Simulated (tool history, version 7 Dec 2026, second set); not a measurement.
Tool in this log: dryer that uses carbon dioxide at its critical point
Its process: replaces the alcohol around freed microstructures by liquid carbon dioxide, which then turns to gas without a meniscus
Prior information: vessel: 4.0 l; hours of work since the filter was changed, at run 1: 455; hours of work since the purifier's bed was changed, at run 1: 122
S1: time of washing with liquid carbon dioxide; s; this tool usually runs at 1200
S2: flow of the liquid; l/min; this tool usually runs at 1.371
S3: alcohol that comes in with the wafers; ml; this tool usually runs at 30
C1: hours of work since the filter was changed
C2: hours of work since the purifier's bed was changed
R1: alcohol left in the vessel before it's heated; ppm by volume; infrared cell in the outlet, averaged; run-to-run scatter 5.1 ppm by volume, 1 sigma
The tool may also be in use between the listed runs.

run 1 hour=0.0 | S1=1200 S2=1.371 S3=30 | C1=455 C2=122 | R1=144
run 2 hour=7.0 | S1=1200 S2=1.371 S3=23 | C1=459 C2=126 | R1=118
run 3 hour=15.4 | S1=1200 S2=1.371 S3=23 | C1=464 C2=131 | R1=120
run 4 hour=30.7 | S1=1200 S2=1.371 S3=30 | C1=473 C2=140 | R1=158
run 5 hour=45.5 | S1=1200 S2=1.371 S3=30 | C1=482 C2=149 | R1=150
run 6 hour=57.1 | S1=1200 S2=1.371 S3=30 | C1=489 C2=156 | R1=152
run 7 hour=67.6 | S1=1200 S2=0.980 S3=30 | C1=495 C2=162 | R1=433
run 8 hour=76.3 | S1=1200 S2=0.980 S3=45 | C1=500 C2=167 | R1=617
run 9 hour=85.9 | S1=1200 S2=0.980 S3=45 | C1=506 C2=173 | R1=655
run 10 hour=97.6 | S1=1020 S2=0.830 S3=27 | C1=513 C2=180 | R1=849
run 11 hour=105.4 | S1=1020 S2=0.830 S3=27 | C1=518 C2=184 | R1=859
run 12 hour=114.1 | S1=1800 S2=1.371 S3=59 | C1=523 C2=189 | R1=57
run 13 hour=121.8 | S1=1200 S2=1.780 S3=65 | C1=527 C2=194 | R1=121

Predict each of these 5 candidate next runs independently; none follows another, all start after run 13:
-- hour=128.9 inlet filter changed
run A hour=132.5 | S1=780 S2=1.250 S3=35 | C1=2 C2=200 | R1=?
-- hour=128.9 inlet filter changed
run B hour=132.5 | S1=1200 S2=1.780 S3=87 | C1=2 C2=200 | R1=?
-- hour=128.9 inlet filter changed
run C hour=132.5 | S1=1560 S2=0.870 S3=41 | C1=2 C2=200 | R1=?
-- hour=128.9 inlet filter changed
run D hour=132.5 | S1=900 S2=1.670 S3=23 | C1=2 C2=200 | R1=?
-- hour=128.9 inlet filter changed
run E hour=132.5 | S1=1200 S2=1.150 S3=21 | C1=2 C2=200 | R1=?

run=A R1=536
run=B R1=78
run=C R1=226
run=D R1=113
run=E R1=129
Take away the tool's hidden state, keep each run's random variation, and the runs would have read:
run=A R1=497
run=B R1=44
run=C R1=190
run=D R1=79
run=E R1=95
